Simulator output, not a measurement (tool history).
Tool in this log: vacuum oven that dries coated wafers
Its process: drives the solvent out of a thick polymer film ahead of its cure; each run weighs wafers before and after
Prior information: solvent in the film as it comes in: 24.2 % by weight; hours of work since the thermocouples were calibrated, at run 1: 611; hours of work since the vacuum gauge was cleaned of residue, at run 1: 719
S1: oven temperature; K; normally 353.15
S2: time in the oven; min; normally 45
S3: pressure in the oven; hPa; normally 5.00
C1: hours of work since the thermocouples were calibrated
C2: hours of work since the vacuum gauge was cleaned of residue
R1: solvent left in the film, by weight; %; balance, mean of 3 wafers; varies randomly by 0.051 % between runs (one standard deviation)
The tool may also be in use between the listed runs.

Run 1, day 0.000: usual settings; C1 611; C2 719. Result: R1 1.49 %.
Run 2, day 3.204: usual settings; C1 643; C2 752. Result: R1 1.59 %.
Run 3, day 6.825: usual settings; C1 680; C2 788. Result: R1 1.61 %.
Run 4, day 9.225: usual settings; C1 704; C2 813. Result: R1 1.61 %.
Run 5, day 12.142: usual settings; C1 734; C2 842. Result: R1 1.56 %.
Run 6, day 14.317: usual settings; C1 756; C2 864. Result: R1 1.65 %.
Run 7, day 17.758: usual settings; C1 790; C2 899. Result: R1 1.75 %.
Run 8, day 21.058: usual settings but S2 30 min; C1 824; C2 932. Result: R1 3.51 %.
Run 9, day 24.283: usual settings but S2 30 min; C1 856; C2 965. Result: R1 3.35 %.
Run 10, day 27.550: usual settings but S2 30 min; C1 889; C2 998. Result: R1 3.53 %.
Run 11, day 29.267: usual settings; C1 907; C2 1015. Result: R1 1.75 %.
Run 12, day 31.754: usual settings but S1 347.15 K; C1 932; C2 1040. Result: R1 3.97 %.
Run 13, day 34.025: usual settings; C1 955; C2 1063. Result: R1 1.71 %.
Run 14, day 37.821: usual settings; C1 993; C2 1102. Result: R1 1.76 %.
Run 15, day 40.346: usual settings; C1 1019; C2 1127. Result: R1 1.70 %.
Run 16, day 43.646: usual settings; C1 1052; C2 1161. Result: R1 1.78 %.
Run 17, day 45.650: usual settings but S2 71 min; C1 1072; C2 1181. Result: R1 0.96 %.
Run 18, day 49.079: usual settings but S2 71 min; C1 1107; C2 1216. Result: R1 0.86 %.
Run 19, day 51.425: usual settings but S2 71 min; C1 1131; C2 1239. Result: R1 0.79 %.
Run 20, day 53.367: usual settings but S3 3.47 hPa; C1 1151; C2 1259. Result: R1 1.80 %.
Run 21, day 55.071: usual settings but S3 3.47 hPa; C1 1168; C2 1276. Result: R1 1.71 %.
Run 22, day 58.379: usual settings but S3 3.47 hPa; C1 1201; C2 1310. Result: R1 1.79 %.
Run 23, day 60.779: usual settings; C1 1225; C2 1334. Result: R1 1.93 %.
Run 24, day 63.817: usual settings; C1 1256; C2 1365. Result: R1 1.99 %.
At day 65.192: vacuum gauge cleaned of residue and calibrated.
Run 25, day 65.854: usual settings but S1 355.15 K, S2 27 min; C1 1276; C2 7. Result: R1 3.14 %.
Run 26, day 69.188: usual settings but S3 3.75 hPa; C1 1310; C2 40. Result: R1 1.52 %.
Run 27, day 71.775: usual settings but S3 3.75 hPa; C1 1336; C2 67. Result: R1 1.55 %.
Run 28, day 74.579: usual settings but S1 351.15 K; C1 1364; C2 95. Result: R1 2.21 %.
Run 29, day 76.929: usual settings but S1 351.15 K; C1 1388; C2 119. Result: R1 2.19 %.
Run 30, day 79.442: usual settings but S1 351.15 K; C1 1414; C2 144. Result: R1 2.25 %.
Run 31, day 81.417: usual settings but S1 351.15 K; C1 1434; C2 164. Result: R1 2.32 %.
Run 32, day 84.521: usual settings but S1 351.15 K; C1 1465; C2 196. Result: R1 2.20 %.
Run 33, day 87.175: usual settings but S1 351.15 K; C1 1492; C2 222. Result: R1 2.36 %.
Run 34, day 89.392: usual settings but S1 367.15 K, S2 35 min, S3 19.72 hPa; C1 1514; C2 245. Result: R1 0.80 %.
At day 90.104: oven's thermocouples calibrated.
Run 35, day 92.979: usual settings but S1 367.15 K, S2 35 min, S3 11.56 hPa; C1 29; C2 280. Result: R1 0.51 %.
Run 36, day 95.308: usual settings but S1 364.15 K, S2 30 min, S3 7.84 hPa; C1 53; C2 304. Result: R1 0.63 %.
Run 37, day 97.438: usual settings but S1 364.15 K, S2 30 min, S3 7.84 hPa; C1 74; C2 325. Result: R1 0.73 %.
Run 38, day 100.654: usual settings but S1 364.15 K, S2 30 min, S3 7.84 hPa; C1 107; C2 358. Result: R1 0.72 %.
Run 39, day 102.954: usual settings but S1 340.15 K, S2 30 min, S3 13.33 hPa; C1 130; C2 381. Result: R1 10.94 %.
Run 40, day 105.004: usual settings but S2 26 min, S3 12.49 hPa; C1 151; C2 402. Result: R1 4.48 %.
Run 41, day 106.592: usual settings but S2 51 min, S3 11.31 hPa; C1 167; C2 418. Result: R1 1.56 %.
Run 42, day 108.179: usual settings but S1 352.15 K, S2 42 min; C1 183; C2 434. Result: R1 2.15 %.
Run 43, day 110.767: usual settings but S1 341.15 K, S2 43 min, S3 3.09 hPa; C1 209; C2 460. Result: R1 7.22 %.
Run 44, day 113.121: usual settings but S1 344.15 K, S2 24 min, S3 19.66 hPa; C1 233; C2 484. Result: R1 10.55 %.
Run 45, day 115.612: usual settings but S3 7.11 hPa; C1 258; C2 509. Result: R1 1.70 %.
Run 46, day 118.446: usual settings but S2 29 min, S3 13.20 hPa; C1 287; C2 538. Result: R1 4.06 %.

Run 47, settings as shown, results not yet in. Your forecast:
Run 47, day 120.988: usual settings but S1 345.15 K, S2 41 min, S3 4.81 hPa; C1 312; C2 563. Result: R1 ?.

{"run 47": {"R1": 5.48}}
The same run, on a tool lacking any hidden state, would have yielded R1 4.59 %.
